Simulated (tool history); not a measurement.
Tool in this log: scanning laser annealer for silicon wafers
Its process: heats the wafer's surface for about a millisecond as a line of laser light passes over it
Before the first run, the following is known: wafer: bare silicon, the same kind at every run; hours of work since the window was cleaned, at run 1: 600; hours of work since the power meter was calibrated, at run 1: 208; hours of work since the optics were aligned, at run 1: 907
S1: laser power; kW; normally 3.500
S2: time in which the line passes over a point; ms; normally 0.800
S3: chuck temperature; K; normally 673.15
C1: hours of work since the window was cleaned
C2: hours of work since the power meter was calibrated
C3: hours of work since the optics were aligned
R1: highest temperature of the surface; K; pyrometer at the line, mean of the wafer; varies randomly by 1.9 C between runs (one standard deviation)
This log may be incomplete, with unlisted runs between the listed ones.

Run 1, hour 0.0: usual settings; C1 600; C2 208; C3 907. Result: R1 1490.15 K.
Run 2, hour 18.7: usual settings; C1 611; C2 219; C3 917. Result: R1 1490.15 K.
Run 3, hour 30.7: usual settings; C1 618; C2 225; C3 924. Result: R1 1492.15 K.
Run 4, hour 49.7: usual settings; C1 628; C2 236; C3 935. Result: R1 1493.15 K.
Run 5, hour 61.6: usual settings; C1 635; C2 243; C3 942. Result: R1 1492.15 K.
Run 6, hour 78.1: usual settings; C1 645; C2 253; C3 951. Result: R1 1493.15 K.
At hour 85.4: window over the wafer cleaned.
Run 7, hour 90.4: usual settings; C1 3; C2 259; C3 957. Result: R1 1495.15 K.
Run 8, hour 99.6: usual settings; C1 8; C2 264; C3 963. Result: R1 1498.15 K.
Run 9, hour 120.5: usual settings but S1 3.783 kW; C1 20; C2 276; C3 975. Result: R1 1556.15 K.
Run 10, hour 133.8: usual settings but S1 3.322 kW; C1 28; C2 284; C3 982. Result: R1 1454.15 K.
Run 11, hour 152.5: usual settings but S1 3.322 kW; C1 39; C2 294; C3 993. Result: R1 1454.15 K.
Run 12, hour 163.9: usual settings but S1 3.470 kW; C1 45; C2 301; C3 1000. Result: R1 1484.15 K.
Run 13, hour 174.9: usual settings but S1 3.470 kW; C1 52; C2 307; C3 1006. Result: R1 1485.15 K.
Run 14, hour 184.2: usual settings but S1 3.470 kW; C1 57; C2 313; C3 1011. Result: R1 1485.15 K.
Run 15, hour 201.4: usual settings but S1 3.757 kW, S3 708.15 K; C1 67; C2 323; C3 1021. Result: R1 1586.15 K.
Run 16, hour 211.4: usual settings but S1 3.757 kW, S3 708.15 K; C1 73; C2 328; C3 1027. Result: R1 1587.15 K.
Run 17, hour 221.2: usual settings but S1 3.757 kW, S3 708.15 K; C1 78; C2 334; C3 1033. Result: R1 1584.15 K.
Run 18, hour 232.0: usual settings but S1 3.835 kW; C1 84; C2 340; C3 1039. Result: R1 1564.15 K.
Run 19, hour 243.7: usual settings but S1 3.124 kW; C1 91; C2 347; C3 1046. Result: R1 1416.15 K.
Run 20, hour 264.3: usual settings but S1 3.124 kW; C1 103; C2 359; C3 1058. Result: R1 1412.15 K.
Run 21, hour 285.1: usual settings but S1 3.124 kW, S2 0.582 ms, S3 672.15 K; C1 115; C2 371; C3 1069. Result: R1 1287.15 K.
Run 22, hour 306.1: usual settings but S1 3.124 kW, S2 0.591 ms, S3 662.15 K; C1 127; C2 383; C3 1082. Result: R1 1282.15 K.
Run 23, hour 326.0: usual settings but S2 0.662 ms, S3 655.15 K; C1 139; C2 394; C3 1093. Result: R1 1389.15 K.
Run 24, hour 347.7: usual settings but S1 3.326 kW, S2 0.884 ms, S3 655.15 K; C1 151; C2 407; C3 1106. Result: R1 1484.15 K.
Run 25, hour 360.9: usual settings but S1 3.700 kW, S2 0.852 ms, S3 664.15 K; C1 159; C2 414; C3 1113. Result: R1 1558.15 K.
Run 26, hour 374.2: usual settings but S1 2.981 kW, S2 0.852 ms, S3 636.15 K; C1 166; C2 422; C3 1121. Result: R1 1370.15 K.
Run 27, hour 393.4: usual settings but S1 3.618 kW, S2 0.927 ms, S3 696.15 K; C1 177; C2 433; C3 1132. Result: R1 1618.15 K.

What if the next run were any one of these 4? Each begins from the tool's condition after run 27:
Run A, hour 404.2: usual settings but S2 0.673 ms; C1 184; C2 439; C3 1138. Result: R1 ?.
Run B, hour 404.2: usual settings but S1 3.650 kW, S2 0.788 ms, S3 672.15 K; C1 184; C2 439; C3 1138. Result: R1 ?.
Run C, hour 404.2: usual settings but S1 3.144 kW, S2 0.618 ms, S3 661.15 K; C1 184; C2 439; C3 1138. Result: R1 ?.
Run D, hour 404.2: usual settings but S1 3.498 kW, S2 0.602 ms, S3 696.15 K; C1 184; C2 439; C3 1138. Result: R1 ?.

run       R1
  A  1413.15
  B  1514.15
  C  1302.15
  D  1391.15
Stripped of hidden state, with their random variation kept, the same runs would have yielded:
run       R1
  A  1413.15
  B  1515.15
  C  1303.15
  D  1392.15

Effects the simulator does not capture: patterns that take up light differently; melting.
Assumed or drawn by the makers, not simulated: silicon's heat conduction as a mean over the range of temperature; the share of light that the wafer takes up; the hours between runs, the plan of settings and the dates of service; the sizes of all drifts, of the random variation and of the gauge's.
